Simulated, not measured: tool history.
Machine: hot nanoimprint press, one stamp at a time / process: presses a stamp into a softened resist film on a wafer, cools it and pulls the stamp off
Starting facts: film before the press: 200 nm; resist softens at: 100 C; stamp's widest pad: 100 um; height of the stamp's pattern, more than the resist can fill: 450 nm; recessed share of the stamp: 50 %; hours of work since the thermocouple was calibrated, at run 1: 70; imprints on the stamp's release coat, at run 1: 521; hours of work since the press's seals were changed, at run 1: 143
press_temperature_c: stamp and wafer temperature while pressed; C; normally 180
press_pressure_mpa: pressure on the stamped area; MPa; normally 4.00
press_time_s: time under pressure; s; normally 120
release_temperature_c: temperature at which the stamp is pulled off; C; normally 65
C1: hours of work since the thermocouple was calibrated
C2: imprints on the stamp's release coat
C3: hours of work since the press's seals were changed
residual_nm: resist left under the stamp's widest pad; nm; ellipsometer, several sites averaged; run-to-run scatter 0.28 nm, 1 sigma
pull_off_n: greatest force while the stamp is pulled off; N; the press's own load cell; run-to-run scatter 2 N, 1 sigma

run 1 hour=0.0 | press_temperature_c=180 press_pressure_mpa=4.00 press_time_s=120 release_temperature_c=65 | C1=70 C2=521 C3=143 | residual_nm=97.5 pull_off_n=128
run 2 hour=46.8 | press_temperature_c=180 press_pressure_mpa=4.00 press_time_s=120 release_temperature_c=58 | C1=101 C2=753 C3=175 | residual_nm=97.4 pull_off_n=144
-- hour=122.9 stamp cleaned and given a new release coat
run 3 hour=122.9 | press_temperature_c=180 press_pressure_mpa=4.00 press_time_s=120 release_temperature_c=52 | C1=148 C2=0 C3=222 | residual_nm=97.6 pull_off_n=129
run 4 hour=196.6 | press_temperature_c=180 press_pressure_mpa=4.00 press_time_s=120 release_temperature_c=52 | C1=198 C2=366 C3=271 | residual_nm=98.8 pull_off_n=141
run 5 hour=241.6 | press_temperature_c=190 press_pressure_mpa=4.00 press_time_s=120 release_temperature_c=65 | C1=228 C2=590 C3=301 | residual_nm=78.3 pull_off_n=126
-- hour=320.8 plate thermocouple calibrated
run 6 hour=332.9 | press_temperature_c=188 press_pressure_mpa=4.00 press_time_s=120 release_temperature_c=65 | C1=8 C2=1028 C3=360 | residual_nm=84.0 pull_off_n=138
-- hour=354.6 stamp cleaned and given a new release coat
run 7 hour=433.3 | press_temperature_c=188 press_pressure_mpa=4.00 press_time_s=120 release_temperature_c=65 | C1=71 C2=391 C3=423 | residual_nm=84.4 pull_off_n=123
run 8 hour=513.7 | press_temperature_c=188 press_pressure_mpa=4.00 press_time_s=120 release_temperature_c=59 | C1=125 C2=790 C3=477 | residual_nm=85.7 pull_off_n=143
-- hour=556.6 plate thermocouple calibrated, once more
-- hour=585.4 stamp cleaned and given a new release coat
run 9 hour=605.0 | press_temperature_c=180 press_pressure_mpa=4.00 press_time_s=120 release_temperature_c=65 | C1=28 C2=97 C3=532 | residual_nm=97.7 pull_off_n=116
run 10 hour=646.5 | press_temperature_c=180 press_pressure_mpa=4.00 press_time_s=100 release_temperature_c=65 | C1=56 C2=303 C3=560 | residual_nm=105.2 pull_off_n=118
run 11 hour=742.3 | press_temperature_c=180 press_pressure_mpa=3.52 press_time_s=120 release_temperature_c=65 | C1=120 C2=779 C3=624 | residual_nm=104.0 pull_off_n=136
-- hour=812.0 stamp cleaned and given a new release coat
run 12 hour=816.9 | press_temperature_c=180 press_pressure_mpa=4.00 press_time_s=120 release_temperature_c=65 | C1=166 C2=25 C3=670 | residual_nm=99.7 pull_off_n=115
run 13 hour=870.3 | press_temperature_c=180 press_pressure_mpa=4.00 press_time_s=120 release_temperature_c=65 | C1=202 C2=290 C3=706 | residual_nm=99.7 pull_off_n=124
run 14 hour=949.8 | press_temperature_c=180 press_pressure_mpa=4.00 press_time_s=120 release_temperature_c=65 | C1=255 C2=684 C3=759 | residual_nm=100.8 pull_off_n=129
-- hour=992.3 plate thermocouple calibrated
run 15 hour=994.9 | press_temperature_c=180 press_pressure_mpa=4.00 press_time_s=120 release_temperature_c=65 | C1=2 C2=894 C3=787 | residual_nm=96.7 pull_off_n=133
-- hour=1040.1 stamp cleaned and given a new release coat
-- hour=1067.0 press's hydraulic seals changed and the load cell set to zero
run 16 hour=1084.6 | press_temperature_c=180 press_pressure_mpa=4.00 press_time_s=120 release_temperature_c=65 | C1=52 C2=181 C3=12 | residual_nm=96.0 pull_off_n=119
run 17 hour=1126.7 | press_temperature_c=180 press_pressure_mpa=4.00 press_time_s=120 release_temperature_c=65 | C1=81 C2=391 C3=40 | residual_nm=96.5 pull_off_n=122
run 18 hour=1226.1 | press_temperature_c=185 press_pressure_mpa=5.23 press_time_s=120 release_temperature_c=65 | C1=147 C2=884 C3=106 | residual_nm=77.5 pull_off_n=134
-- hour=1276.0 stamp cleaned and given a new release coat
run 19 hour=1312.3 | press_temperature_c=185 press_pressure_mpa=5.23 press_time_s=120 release_temperature_c=65 | C1=201 C2=180 C3=160 | residual_nm=78.4 pull_off_n=119
run 20 hour=1368.6 | press_temperature_c=178 press_pressure_mpa=4.00 press_time_s=120 release_temperature_c=64 | C1=238 C2=460 C3=198 | residual_nm=103.3 pull_off_n=126
-- hour=1429.5 plate thermocouple calibrated
run 21 hour=1451.3 | press_temperature_c=175 press_pressure_mpa=4.00 press_time_s=120 release_temperature_c=64 | C1=15 C2=856 C3=251 | residual_nm=108.2 pull_off_n=132
-- hour=1504.3 stamp cleaned and given a new release coat
run 22 hour=1548.3 | press_temperature_c=175 press_pressure_mpa=4.00 press_time_s=120 release_temperature_c=64 | C1=75 C2=219 C3=312 | residual_nm=108.9 pull_off_n=119
run 23 hour=1616.9 | press_temperature_c=181 press_pressure_mpa=2.81 press_time_s=120 release_temperature_c=64 | C1=121 C2=560 C3=358 | residual_nm=108.6 pull_off_n=125
run 24 hour=1690.4 | press_temperature_c=181 press_pressure_mpa=2.81 press_time_s=120 release_temperature_c=64 | C1=171 C2=925 C3=407 | residual_nm=109.1 pull_off_n=133
-- hour=1729.9 stamp cleaned and given a new release coat
run 25 hour=1783.9 | press_temperature_c=185 press_pressure_mpa=2.94 press_time_s=84 release_temperature_c=65 | C1=229 C2=268 C3=466 | residual_nm=112.3 pull_off_n=117
run 26 hour=1835.8 | press_temperature_c=180 press_pressure_mpa=4.00 press_time_s=93 release_temperature_c=68 | C1=264 C2=526 C3=500 | residual_nm=109.1 pull_off_n=122
-- hour=1861.0 plate thermocouple calibrated
run 27 hour=1911.7 | press_temperature_c=172 press_pressure_mpa=2.57 press_time_s=120 release_temperature_c=65 | C1=34 C2=888 C3=549 | residual_nm=134.8 pull_off_n=133
-- hour=1960.3 stamp cleaned and given a new release coat
run 28 hour=1981.2 | press_temperature_c=172 press_pressure_mpa=2.57 press_time_s=120 release_temperature_c=65 | C1=76 C2=104 C3=592 | residual_nm=135.4 pull_off_n=116
run 29 hour=2065.8 | press_temperature_c=172 press_pressure_mpa=2.53 press_time_s=120 release_temperature_c=65 | C1=133 C2=525 C3=648 | residual_nm=136.9 pull_off_n=128

Branching from run 29: 3 alternative next runs. What would each branch give?
run A hour=2134.0 | press_temperature_c=181 press_pressure_mpa=3.96 press_time_s=120 release_temperature_c=70 | C1=179 C2=863 C3=694 | residual_nm=? pull_off_n=?
run B hour=2134.0 | press_temperature_c=173 press_pressure_mpa=5.02 press_time_s=120 release_temperature_c=56 | C1=179 C2=863 C3=694 | residual_nm=? pull_off_n=?
run C hour=2134.0 | press_temperature_c=172 press_pressure_mpa=2.53 press_time_s=61 release_temperature_c=65 | C1=179 C2=863 C3=694 | residual_nm=? pull_off_n=?

run=A residual_nm=97.6 pull_off_n=121
run=B residual_nm=109.8 pull_off_n=148
run=C residual_nm=160.0 pull_off_n=133
Without the tool's unlogged condition, the same runs would have read:
run=A residual_nm=94.1 pull_off_n=103
run=B residual_nm=105.3 pull_off_n=127
run=C residual_nm=157.2 pull_off_n=114
